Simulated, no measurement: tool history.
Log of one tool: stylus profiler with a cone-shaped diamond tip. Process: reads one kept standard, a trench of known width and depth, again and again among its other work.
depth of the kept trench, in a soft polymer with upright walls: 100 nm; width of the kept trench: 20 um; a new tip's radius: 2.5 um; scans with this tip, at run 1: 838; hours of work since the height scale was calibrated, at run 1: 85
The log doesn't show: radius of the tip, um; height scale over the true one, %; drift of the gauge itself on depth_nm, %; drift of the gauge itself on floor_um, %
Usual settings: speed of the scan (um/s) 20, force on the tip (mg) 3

run,hour,speed of the scan (um/s),force on the tip (mg),scans with this tip,hours of work since the height scale was calibrated,depth of the trench (angstrom),width of the trench's floor (µm)
1,0,20,3,838,85,1015.5,18.46
2,30.6,20,3,1046,106,1015.1,18.49
3,58.5,20,3,1235,125,1015.3,18.47
4,85.2,20,3,1416,143,1015.1,18.42
5,101.8,20,3,1529,155,1015.6,18.43
6,131.1,20,3,1727,175,1015.1,18.37
7,160.2,34,3,1925,195,1015.2,18.32
# hour 163.3: height scale calibrated on a step standard
8,183.6,57,1.33,2080,14,1008.5,18.05
9,201.5,71,2.54,2202,26,1013.9,18.01
10,220.3,71,2.54,2329,39,1014.4,18.06
11,237.5,71,2.37,2446,51,1012.9,18.06
12,261.6,23,2.17,2609,67,1012.3,18.31

How the hidden state differs across the entries between the runs, from the last listed run before each to the first after it:
Between runs 7 and 8: height scale calibrated on a step standard (hour 163.3)
  radius of the tip, um: 2.88 -> 2.91; height scale over the true one, %: -0.001 -> 0.001
  measured less the result without the state, width of the trench's floor (µm): -0.11 -> -0.12
